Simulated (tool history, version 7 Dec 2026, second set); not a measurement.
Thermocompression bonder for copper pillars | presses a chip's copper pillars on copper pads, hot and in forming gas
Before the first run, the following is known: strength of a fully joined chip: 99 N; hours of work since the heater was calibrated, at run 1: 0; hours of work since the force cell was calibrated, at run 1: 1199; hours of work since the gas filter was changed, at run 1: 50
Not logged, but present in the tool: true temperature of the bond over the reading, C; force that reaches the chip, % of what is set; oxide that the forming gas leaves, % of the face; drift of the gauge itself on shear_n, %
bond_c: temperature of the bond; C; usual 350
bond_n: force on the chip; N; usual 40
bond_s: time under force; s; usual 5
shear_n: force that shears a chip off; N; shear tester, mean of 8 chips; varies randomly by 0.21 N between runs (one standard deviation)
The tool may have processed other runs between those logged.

| run | hour | bond_c | bond_n | bond_s | hours of work since the heater was calibrated | hours of work since the force cell was calibrated | hours of work since the gas filter was changed | shear_n |
|---|---|---|---|---|---|---|---|---|
| 1 | 0.0 | 350 | 40 | 5 | 0 | 1199 | 50 | 72.7 |
| 2 | 52.5 | 350 | 40 | 5 | 29 | 1228 | 79 | 72.8 |
| 3 | 100.0 | 350 | 40 | 8 | 55 | 1254 | 105 | 80.9 |
| 4 | 138.4 | 350 | 40 | 5 | 77 | 1276 | 126 | 73.2 |
| 5 | 195.7 | 350 | 34 | 5 | 109 | 1307 | 158 | 69.6 |
| 6 | 238.4 | 350 | 34 | 5 | 132 | 1331 | 182 | 68.9 |
| 7 | 275.4 | 350 | 34 | 5 | 153 | 1352 | 202 | 69.2 |
| 8 | 314.0 | 350 | 40 | 5 | 174 | 1373 | 224 | 72.7 |
| 9 | 350.0 | 350 | 40 | 5 | 194 | 1393 | 244 | 72.8 |
| 10 | 399.1 | 350 | 40 | 5 | 222 | 1420 | 271 | 73.2 |
| 11 | 449.5 | 350 | 40 | 5 | 250 | 1448 | 299 | 72.7 |
| 12 | 488.5 | 350 | 40 | 5 | 271 | 1470 | 321 | 72.6 |
| 13 | 541.9 | 350 | 40 | 7 | 301 | 1500 | 350 | 78.5 |
| 14 | 596.1 | 350 | 27 | 5 | 331 | 1530 | 380 | 63.7 |
| 15 | 621.2 | 350 | 27 | 5 | 345 | 1544 | 394 | 63.5 |
| 16 | 663.7 | 350 | 27 | 5 | 368 | 1567 | 418 | 63.4 |
|  | 673.5 | forming gas filter changed |
| 17 | 712.1 | 350 | 27 | 5 | 395 | 1594 | 21 | 63.5 |
| 18 | 760.4 | 350 | 40 | 5 | 422 | 1621 | 48 | 72.9 |
| 19 | 787.4 | 350 | 40 | 5 | 437 | 1636 | 63 | 72.7 |
| 20 | 822.6 | 350 | 40 | 4 | 456 | 1655 | 83 | 68.9 |
| 21 | 873.6 | 350 | 30 | 3 | 485 | 1683 | 111 | 56.9 |
| 22 | 925.4 | 363 | 42 | 5 | 513 | 1712 | 140 | 79.7 |
| 23 | 963.6 | 336 | 42 | 5 | 535 | 1733 | 161 | 67.1 |
| 24 | 993.4 | 378 | 27 | 5 | 551 | 1750 | 178 | 76.5 |
| 25 | 1019.8 | 378 | 25 | 9 | 566 | 1765 | 192 | 84.0 |
| 26 | 1043.9 | 378 | 25 | 9 | 579 | 1778 | 206 | 83.7 |
| 27 | 1094.1 | 379 | 34 | 5 | 607 | 1806 | 233 | 81.8 |
| 28 | 1141.6 | 324 | 44 | 5 | 633 | 1832 | 260 | 62.1 |
| 29 | 1198.9 | 324 | 44 | 5 | 665 | 1864 | 292 | 62.3 |
| 30 | 1249.2 | 324 | 44 | 5 | 693 | 1892 | 320 | 62.1 |
| 31 | 1302.8 | 350 | 46 | 5 | 723 | 1922 | 349 | 76.2 |
|  | 1321.5 | force cell calibrated |
| 32 | 1341.8 | 350 | 46 | 5 | 744 | 11 | 370 | 76.0 |
| 33 | 1371.0 | 350 | 57 | 10 | 760 | 27 | 386 | 89.9 |
|  | 1382.0 | heater calibrated with a thermocouple chip |
| 34 | 1406.2 | 322 | 31 | 11 | 13 | 46 | 405 | 66.9 |
|  | 1438.2 | forming gas filter changed |
| 35 | 1460.9 | 351 | 48 | 5 | 44 | 76 | 13 | 77.7 |
| 36 | 1501.5 | 335 | 25 | 5 | 66 | 99 | 35 | 54.4 |
| 37 | 1555.3 | 335 | 25 | 5 | 96 | 128 | 65 | 54.5 |
| 38 | 1584.6 | 355 | 59 | 6 | 112 | 145 | 81 | 86.2 |

3 options for the next run, each taken on its own from the tool as it stands now. Forecast them:
| A | 1620.4 | 339 | 59 | 4 | 132 | 165 | 101 | ? |
| B | 1620.4 | 350 | 34 | 11 | 132 | 165 | 101 | ? |
| C | 1620.4 | 355 | 38 | 6 | 132 | 165 | 101 | ? |

| run | shear_n |
|---|---|
| A | 73.0 |
| B | 81.9 |
| C | 77.1 |
Without the tool's hidden state the same runs would have given:
| run | shear_n |
|---|---|
| A | 73.0 |
| B | 81.9 |
| C | 77.1 |
